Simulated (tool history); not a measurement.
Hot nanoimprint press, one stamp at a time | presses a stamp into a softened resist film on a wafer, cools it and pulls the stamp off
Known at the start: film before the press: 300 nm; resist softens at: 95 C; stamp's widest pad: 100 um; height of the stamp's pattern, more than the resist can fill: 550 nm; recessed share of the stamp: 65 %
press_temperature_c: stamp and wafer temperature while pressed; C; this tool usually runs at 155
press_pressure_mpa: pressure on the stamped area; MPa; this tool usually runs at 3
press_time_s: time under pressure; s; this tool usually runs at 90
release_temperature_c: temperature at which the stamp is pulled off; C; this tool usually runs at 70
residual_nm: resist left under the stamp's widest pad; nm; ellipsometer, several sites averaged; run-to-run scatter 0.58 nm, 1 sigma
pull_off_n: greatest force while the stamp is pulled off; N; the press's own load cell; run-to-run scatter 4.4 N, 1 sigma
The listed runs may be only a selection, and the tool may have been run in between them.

Run 1, hour 0: usual settings. Result: residual_nm 132.8 nm, pull_off_n 286 N.
Run 2, hour 7.3: usual settings. Result: residual_nm 131.8 nm, pull_off_n 291 N.
Run 3, hour 12.3: usual settings. Result: residual_nm 131.7 nm, pull_off_n 292 N.
Run 4, hour 22.6: usual settings but press_temperature_c 144 C. Result: residual_nm 189 nm, pull_off_n 289 N.
Run 5, hour 33.3: usual settings. Result: residual_nm 132.8 nm, pull_off_n 301 N.
Run 6, hour 39.7: usual settings but press_temperature_c 164 C. Result: residual_nm 98.6 nm, pull_off_n 302 N.
Run 7, hour 49.7: usual settings but press_temperature_c 164 C. Result: residual_nm 98.6 nm, pull_off_n 310 N.
Run 8, hour 60.6: usual settings. Result: residual_nm 133.6 nm, pull_off_n 298 N.
Run 9, hour 70: usual settings but press_temperature_c 159 C. Result: residual_nm 116.8 nm, pull_off_n 310 N.
At hour 77.8: stamp cleaned and given a new release coat.
Run 10, hour 82.3: usual settings but press_temperature_c 159 C. Result: residual_nm 118.2 nm, pull_off_n 211 N.
Run 11, hour 92.6: usual settings but press_temperature_c 159 C. Result: residual_nm 117.7 nm, pull_off_n 222 N.
Run 12, hour 99.7: usual settings but press_temperature_c 159 C. Result: residual_nm 117.7 nm, pull_off_n 219 N.
Run 13, hour 110.5: usual settings but press_temperature_c 159 C. Result: residual_nm 118 nm, pull_off_n 218 N.
At hour 122.9: plate thermocouple calibrated.
Run 14, hour 123.7: usual settings but press_temperature_c 159 C. Result: residual_nm 115.3 nm, pull_off_n 213 N.
Run 15, hour 131.9: usual settings but press_temperature_c 159 C. Result: residual_nm 113.6 nm, pull_off_n 229 N.
Run 16, hour 138.4: usual settings but press_temperature_c 146 C. Result: residual_nm 175 nm, pull_off_n 226 N.
Run 17, hour 145.7: usual settings but press_temperature_c 147 C, press_pressure_mpa 4.35 MPa, press_time_s 120 s, release_temperature_c 74 C. Result: residual_nm 133.6 nm, pull_off_n 218 N.
Run 18, hour 154.1: usual settings but press_temperature_c 144 C, press_pressure_mpa 4.64 MPa, press_time_s 120 s, release_temperature_c 75 C. Result: residual_nm 145.2 nm, pull_off_n 213 N.
Run 19, hour 161.7: usual settings but press_temperature_c 162 C, press_pressure_mpa 2.96 MPa, press_time_s 56 s, release_temperature_c 69 C. Result: residual_nm 127.1 nm, pull_off_n 234 N.
Run 20, hour 172.6: usual settings but press_time_s 145 s. Result: residual_nm 107.8 nm, pull_off_n 237 N.
Run 21, hour 180.8: usual settings but press_time_s 100 s, release_temperature_c 65 C. Result: residual_nm 126.4 nm, pull_off_n 251 N.
Run 22, hour 188.4: usual settings but press_time_s 100 s, release_temperature_c 72 C. Result: residual_nm 126.4 nm, pull_off_n 234 N.
Run 23, hour 195.2: usual settings but press_pressure_mpa 4.74 MPa, press_time_s 47 s, release_temperature_c 75 C. Result: residual_nm 140.4 nm, pull_off_n 211 N.
Run 24, hour 204.9: usual settings but press_temperature_c 161 C, press_pressure_mpa 3.15 MPa, press_time_s 85 s, release_temperature_c 75 C. Result: residual_nm 109 nm, pull_off_n 219 N.
Run 25, hour 215.1: usual settings but press_pressure_mpa 4.14 MPa, release_temperature_c 56 C. Result: residual_nm 116.4 nm, pull_off_n 304 N.
Run 26, hour 225.6: usual settings but press_time_s 53 s, release_temperature_c 68 C. Result: residual_nm 161.4 nm, pull_off_n 257 N.
Run 27, hour 237.1: usual settings but press_time_s 155 s, release_temperature_c 76 C. Result: residual_nm 106.5 nm, pull_off_n 228 N.
Run 28, hour 243.3: usual settings but press_time_s 155 s, release_temperature_c 76 C. Result: residual_nm 107.4 nm, pull_off_n 223 N.
Run 29, hour 254.1: usual settings but press_time_s 155 s, release_temperature_c 76 C. Result: residual_nm 107.6 nm, pull_off_n 221 N.
Run 30, hour 259.8: usual settings but press_temperature_c 143 C, press_pressure_mpa 4.14 MPa, press_time_s 94 s, release_temperature_c 57 C. Result: residual_nm 173.1 nm, pull_off_n 321 N.

Branching from run 30: 3 alternative next runs. What would each branch give?
Run A, hour 269.2: usual settings but press_temperature_c 143 C, press_pressure_mpa 3.22 MPa, press_time_s 94 s, release_temperature_c 63 C. Result: residual_nm ?, pull_off_n ?.
Run B, hour 269.2: usual settings but press_pressure_mpa 4.03 MPa, press_time_s 46 s, release_temperature_c 71 C. Result: residual_nm ?, pull_off_n ?.
Run C, hour 269.2: usual settings but press_temperature_c 146 C, press_pressure_mpa 4.23 MPa, press_time_s 94 s, release_temperature_c 66 C. Result: residual_nm ?, pull_off_n ?.

run  residual_nm  pull_off_n
  A        189.5         285
  B        150.3         251
  C          155         275
Take away the tool's hidden state, keep each run's random variation, and the runs would have read:
run  residual_nm  pull_off_n
  A          183         235
  B        143.9         206
  C        147.9         227
